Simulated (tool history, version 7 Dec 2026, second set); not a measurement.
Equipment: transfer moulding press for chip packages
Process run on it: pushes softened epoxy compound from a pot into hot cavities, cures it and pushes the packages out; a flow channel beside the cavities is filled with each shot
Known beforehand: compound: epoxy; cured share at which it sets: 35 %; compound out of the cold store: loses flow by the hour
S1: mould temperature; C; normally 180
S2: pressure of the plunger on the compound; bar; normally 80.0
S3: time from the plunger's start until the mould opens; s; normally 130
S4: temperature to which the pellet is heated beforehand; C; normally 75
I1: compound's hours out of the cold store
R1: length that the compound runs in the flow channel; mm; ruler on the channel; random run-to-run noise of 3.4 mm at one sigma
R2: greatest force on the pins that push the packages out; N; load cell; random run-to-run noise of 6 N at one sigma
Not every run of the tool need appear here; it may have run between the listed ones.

Run 1, day 0.000: usual settings; I1 9.9. Result: R1 611 mm, R2 340 N.
At day 1.592: cavities cleaned with cleaning compound and waxed.
Run 2, day 1.762: usual settings; I1 29.3. Result: R1 566 mm, R2 301 N.
At day 2.717: mould's thermocouples calibrated.
Run 3, day 3.758: usual settings; I1 11.6. Result: R1 595 mm, R2 369 N.
At day 4.083: cavities cleaned with cleaning compound and waxed.
At day 6.429: cavities cleaned with cleaning compound and waxed.
Run 4, day 7.067: usual settings; I1 45.1. Result: R1 522 mm, R2 323 N.
At day 8.704: cavities cleaned with cleaning compound and waxed.
Run 5, day 10.062: usual settings; I1 21.9. Result: R1 556 mm, R2 330 N.
At day 11.038: cavities cleaned with cleaning compound and waxed.
At day 13.325: cavities cleaned with cleaning compound and waxed.
Run 6, day 13.325: usual settings; I1 40.6. Result: R1 519 mm, R2 283 N.
At day 15.667: cavities cleaned with cleaning compound and waxed.
Run 7, day 16.788: usual settings; I1 43.5. Result: R1 497 mm, R2 340 N.
At day 17.996: cavities cleaned with cleaning compound and waxed.
Run 8, day 19.121: usual settings but S1 177 C; I1 18.3. Result: R1 546 mm, R2 391 N.
At day 20.383: cavities cleaned with cleaning compound and waxed.
Run 9, day 21.904: usual settings but S1 177 C; I1 34.7. Result: R1 509 mm, R2 395 N.
At day 22.150: plunger's sealing rings changed.
At day 22.821: cavities cleaned with cleaning compound and waxed.
At day 24.233: mould's thermocouples calibrated.
At day 25.179: cavities cleaned with cleaning compound and waxed.
Run 10, day 25.608: usual settings but S4 66 C; I1 40.0. Result: R1 558 mm, R2 314 N.
At day 27.538: cavities cleaned with cleaning compound and waxed.
Run 11, day 28.992: usual settings but S1 178 C, S3 136 s, S4 66 C; I1 30.1. Result: R1 573 mm, R2 371 N.
At day 29.783: cavities cleaned with cleaning compound and waxed.
Run 12, day 30.488: usual settings but S1 181 C; I1 39.0. Result: R1 548 mm, R2 304 N.
At day 32.162: cavities cleaned with cleaning compound and waxed.
Run 13, day 33.271: usual settings but S1 181 C; I1 44.6. Result: R1 530 mm, R2 333 N.
At day 34.588: cavities cleaned with cleaning compound and waxed.
Run 14, day 35.796: usual settings but S1 181 C; I1 13.0. Result: R1 584 mm, R2 340 N.
At day 37.117: cavities cleaned with cleaning compound and waxed.
Run 15, day 38.725: usual settings but S1 174 C, S2 86.1 bar, S4 72 C; I1 8.9. Result: R1 627 mm, R2 524 N.
At day 39.442: cavities cleaned with cleaning compound and waxed.
At day 41.692: cavities cleaned with cleaning compound and waxed.
Run 16, day 41.908: usual settings but S1 174 C, S2 86.1 bar, S4 71 C; I1 44.2. Result: R1 543 mm, R2 411 N.
At day 43.958: cavities cleaned with cleaning compound and waxed.
Run 17, day 44.600: usual settings but S2 72.5 bar, S4 74 C; I1 12.5. Result: R1 532 mm, R2 347 N.
At day 45.692: mould's thermocouples calibrated.
At day 46.300: cavities cleaned with cleaning compound and waxed.
Run 18, day 48.042: usual settings but S1 184 C, S2 66.1 bar, S3 110 s, S4 74 C; I1 26.4. Result: R1 466 mm, R2 346 N.
At day 48.625: cavities cleaned with cleaning compound and waxed.
At day 50.333: plunger's sealing rings changed.
Run 19, day 50.333: usual settings but S1 181 C; I1 28.6. Result: R1 583 mm, R2 357 N.
At day 50.975: cavities cleaned with cleaning compound and waxed.
Run 20, day 52.242: usual settings but S1 181 C; I1 24.0. Result: R1 594 mm, R2 332 N.

Alternative continuations, all from the tool just after run 20; predict every row:
At day 53.312: cavities cleaned with cleaning compound and waxed.
Run A, day 54.558: usual settings but S1 174 C, S2 87.9 bar, S4 76 C; I1 22.4. Result: R1 ?, R2 ?.
At day 53.312: cavities cleaned with cleaning compound and waxed.
Run B, day 54.558: usual settings but S4 82 C; I1 40.0. Result: R1 ?, R2 ?.
At day 53.312: cavities cleaned with cleaning compound and waxed.
Run C, day 54.558: usual settings but S1 181 C, S2 78.9 bar, S3 142 s, S4 78 C; I1 40.1. Result: R1 ?, R2 ?.

run   R1   R2
  A  635  473
  B  557  335
  C  546  314
With no hidden state in the tool, these same runs would have given:
run   R1   R2
  A  650  388
  B  569  275
  C  558  257

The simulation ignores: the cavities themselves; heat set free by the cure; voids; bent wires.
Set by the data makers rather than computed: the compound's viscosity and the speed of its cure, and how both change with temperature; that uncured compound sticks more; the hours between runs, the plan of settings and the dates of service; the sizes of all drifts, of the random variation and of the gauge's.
